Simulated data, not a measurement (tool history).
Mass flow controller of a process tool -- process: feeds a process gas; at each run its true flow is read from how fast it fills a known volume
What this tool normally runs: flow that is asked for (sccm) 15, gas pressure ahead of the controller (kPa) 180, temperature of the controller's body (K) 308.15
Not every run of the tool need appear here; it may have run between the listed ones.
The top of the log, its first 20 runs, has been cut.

run,hour,flow that is asked for (sccm),gas pressure ahead of the controller (kPa),temperature of the controller's body (K),true flow (%)
21,2038.2,15,180,308.15,99.33
22,2115.2,15,180,308.15,99.41
# hour 2122.8: controller's zero set anew
23,2249.6,15,180,295.15,99.2
24,2333.7,27,180,308.15,99.67
25,2418.5,27,180,308.15,99.57
26,2505.7,27,180,310.15,99.44
27,2615.4,18,224,308.15,99.45
28,2701.2,12,224,297.15,99.28
# hour 2757.6: controller's zero set anew, once more
29,2789.9,7,180,296.15,98.33
30,2880.6,7,180,296.15,98.25
31,2988.4,20,152,296.15,98.65
32,3110.6,20,152,296.15,98.8

For run 33, what comes out?
33,3190.7,17,151,306.15,?

Run 33 measured true flow (%) 98.94.
Were there no unlogged condition in the tool, this run, its random variation unchanged, would have produced true flow (%) 99.38.
